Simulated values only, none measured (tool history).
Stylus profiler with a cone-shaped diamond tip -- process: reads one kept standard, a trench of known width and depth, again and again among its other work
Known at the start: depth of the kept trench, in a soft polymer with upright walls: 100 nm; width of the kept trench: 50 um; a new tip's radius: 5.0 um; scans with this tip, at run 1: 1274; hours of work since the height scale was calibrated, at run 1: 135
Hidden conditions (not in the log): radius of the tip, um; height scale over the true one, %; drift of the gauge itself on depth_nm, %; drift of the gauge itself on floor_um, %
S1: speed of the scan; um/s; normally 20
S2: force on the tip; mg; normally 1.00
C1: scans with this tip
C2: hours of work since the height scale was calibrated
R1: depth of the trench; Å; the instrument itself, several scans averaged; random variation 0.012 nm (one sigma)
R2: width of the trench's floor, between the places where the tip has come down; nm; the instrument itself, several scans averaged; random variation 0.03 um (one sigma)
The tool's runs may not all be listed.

run 1 day=0.000 | S1=20 S2=1.00 | C1=1274 C2=135 | R1=1006.1 R2=47760
run 2 day=1.271 | S1=60 S2=1.00 | C1=1439 C2=153 | R1=1006.3 R2=47350
run 3 day=2.779 | S1=60 S2=1.00 | C1=1635 C2=174 | R1=1006.3 R2=47380
run 4 day=4.229 | S1=60 S2=1.00 | C1=1823 C2=194 | R1=1006.3 R2=47330
run 5 day=5.083 | S1=60 S2=1.00 | C1=1934 C2=206 | R1=1006.3 R2=47300
run 6 day=6.046 | S1=23 S2=1.00 | C1=2059 C2=219 | R1=1006.4 R2=47680
run 7 day=7.275 | S1=23 S2=1.00 | C1=2219 C2=236 | R1=1006.2 R2=47650
run 8 day=8.658 | S1=23 S2=1.00 | C1=2399 C2=255 | R1=1006.3 R2=47670
run 9 day=9.942 | S1=23 S2=1.00 | C1=2565 C2=273 | R1=1006.5 R2=47670
-- day=10.038 height scale calibrated on a step standard
run 10 day=11.254 | S1=6 S2=1.49 | C1=2733 C2=17 | R1=1008.3 R2=47840
run 11 day=12.117 | S1=5 S2=0.62 | C1=2845 C2=29 | R1=1005.0 R2=47840
-- day=12.542 height scale calibrated on a step standard, once more
run 12 day=12.796 | S1=5 S2=0.62 | C1=2930 C2=4 | R1=1004.3 R2=47800
run 13 day=14.088 | S1=7 S2=0.40 | C1=3098 C2=21 | R1=1003.1 R2=47840
run 14 day=15.312 | S1=7 S2=0.40 | C1=3257 C2=38 | R1=1002.9 R2=47830
run 15 day=16.521 | S1=37 S2=0.42 | C1=3415 C2=55 | R1=1003.1 R2=47300
run 16 day=17.608 | S1=37 S2=0.42 | C1=3555 C2=70 | R1=1003.2 R2=47290
run 17 day=18.267 | S1=7 S2=0.47 | C1=3641 C2=79 | R1=1003.6 R2=47770

Each row is a separate what-if for the run after 17, all from the same tool condition, not one after another. Results?
run A day=19.317 | S1=7 S2=1.91 | C1=3778 C2=94 | R1=? R2=?
run B day=19.317 | S1=5 S2=0.47 | C1=3778 C2=94 | R1=? R2=?
run C day=19.317 | S1=29 S2=2.43 | C1=3778 C2=94 | R1=? R2=?
run D day=19.317 | S1=47 S2=1.67 | C1=3778 C2=94 | R1=? R2=?
run E day=19.317 | S1=15 S2=1.35 | C1=3778 C2=94 | R1=? R2=?

run=A R1=1009.3 R2=47870
run=B R1=1003.6 R2=47760
run=C R1=1010.9 R2=47710
run=D R1=1008.6 R2=47510
run=E R1=1007.5 R2=47730
With no hidden state in the tool, these same runs would have given:
run=A R1=1009.4 R2=48010
run=B R1=1003.7 R2=47900
run=C R1=1011.1 R2=47850
run=D R1=1008.8 R2=47660
run=E R1=1007.6 R2=47880
